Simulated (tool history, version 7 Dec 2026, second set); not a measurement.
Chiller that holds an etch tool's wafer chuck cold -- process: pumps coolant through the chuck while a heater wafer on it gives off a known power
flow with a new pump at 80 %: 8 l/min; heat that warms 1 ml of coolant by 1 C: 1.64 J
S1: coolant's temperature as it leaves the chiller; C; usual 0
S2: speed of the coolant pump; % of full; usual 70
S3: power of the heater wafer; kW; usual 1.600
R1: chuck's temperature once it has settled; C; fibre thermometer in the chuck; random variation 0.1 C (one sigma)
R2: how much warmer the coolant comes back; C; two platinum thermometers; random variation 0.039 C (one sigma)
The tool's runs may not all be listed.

run 1 hour=0.0 | S1=0 S2=70 S3=1.600 | R1=25.3 R2=9.61
run 2 hour=134.8 | S1=0 S2=70 S3=1.600 | R1=25.2 R2=9.62
-- hour=327.8 coolant changed, channels flushed
run 3 hour=343.5 | S1=0 S2=70 S3=1.600 | R1=23.4 R2=9.72
run 4 hour=441.8 | S1=0 S2=70 S3=1.293 | R1=19.0 R2=7.74
run 5 hour=563.5 | S1=0 S2=70 S3=1.293 | R1=18.8 R2=7.91
run 6 hour=698.8 | S1=0 S2=70 S3=1.600 | R1=23.6 R2=9.71
run 7 hour=876.3 | S1=0 S2=70 S3=1.600 | R1=23.7 R2=9.82
run 8 hour=1097.7 | S1=0 S2=70 S3=1.655 | R1=24.6 R2=10.10
run 9 hour=1318.9 | S1=0 S2=70 S3=1.655 | R1=24.6 R2=10.15
run 10 hour=1433.3 | S1=0 S2=70 S3=1.835 | R1=27.5 R2=11.31
run 11 hour=1631.8 | S1=0 S2=70 S3=1.835 | R1=27.6 R2=11.37
run 12 hour=1858.1 | S1=0 S2=70 S3=2.136 | R1=32.0 R2=13.24
-- hour=1906.7 chiller's thermometer calibrated
run 13 hour=2070.2 | S1=0 S2=70 S3=2.136 | R1=32.2 R2=13.30
run 14 hour=2285.6 | S1=0 S2=70 S3=2.136 | R1=32.5 R2=13.36
run 15 hour=2401.1 | S1=0 S2=70 S3=2.015 | R1=30.7 R2=12.70
run 16 hour=2626.4 | S1=0 S2=74 S3=2.015 | R1=29.6 R2=12.07
run 17 hour=2817.6 | S1=-2 S2=70 S3=1.600 | R1=22.5 R2=10.15
run 18 hour=2982.5 | S1=-3 S2=70 S3=1.600 | R1=21.8 R2=10.16
run 19 hour=3179.5 | S1=-3 S2=70 S3=1.600 | R1=21.9 R2=10.26
run 20 hour=3323.5 | S1=-3 S2=62 S3=1.600 | R1=24.4 R2=11.62
run 21 hour=3488.4 | S1=-3 S2=62 S3=1.600 | R1=24.4 R2=11.72
run 22 hour=3710.6 | S1=-3 S2=62 S3=1.460 | R1=22.2 R2=10.84
run 23 hour=3905.8 | S1=0 S2=78 S3=1.600 | R1=23.4 R2=9.22
run 24 hour=4049.2 | S1=3 S2=91 S3=1.600 | R1=24.0 R2=7.82
run 25 hour=4267.3 | S1=-1 S2=86 S3=2.177 | R1=28.6 R2=11.53
run 26 hour=4397.6 | S1=-6 S2=86 S3=1.792 | R1=18.5 R2=9.39
-- hour=4446.3 chiller's thermometer calibrated
run 27 hour=4494.6 | S1=-6 S2=86 S3=1.792 | R1=18.5 R2=9.49
run 28 hour=4719.6 | S1=0 S2=73 S3=1.600 | R1=25.0 R2=10.13
run 29 hour=4941.2 | S1=0 S2=73 S3=1.600 | R1=25.1 R2=10.16
run 30 hour=5050.0 | S1=9 S2=99 S3=1.020 | R1=21.8 R2=4.71
run 31 hour=5243.8 | S1=-1 S2=79 S3=1.305 | R1=18.5 R2=7.69

Alternative continuations, all from the tool just after run 31; predict every row:
run A hour=5415.6 | S1=0 S2=85 S3=0.982 | R1=? R2=?
run B hour=5415.6 | S1=9 S2=79 S3=1.305 | R1=? R2=?
run C hour=5415.6 | S1=10 S2=70 S3=1.654 | R1=? R2=?
run D hour=5415.6 | S1=1 S2=79 S3=1.305 | R1=? R2=?

run=A R1=13.8 R2=5.36
run=B R1=28.5 R2=7.69
run=C R1=37.1 R2=11.05
run=D R1=20.4 R2=7.71
Stripped of hidden state, with their random variation kept, the same runs would have yielded:
run=A R1=11.2 R2=4.22
run=B R1=24.8 R2=6.05
run=C R1=32.0 R2=8.69
run=D R1=16.7 R2=6.07

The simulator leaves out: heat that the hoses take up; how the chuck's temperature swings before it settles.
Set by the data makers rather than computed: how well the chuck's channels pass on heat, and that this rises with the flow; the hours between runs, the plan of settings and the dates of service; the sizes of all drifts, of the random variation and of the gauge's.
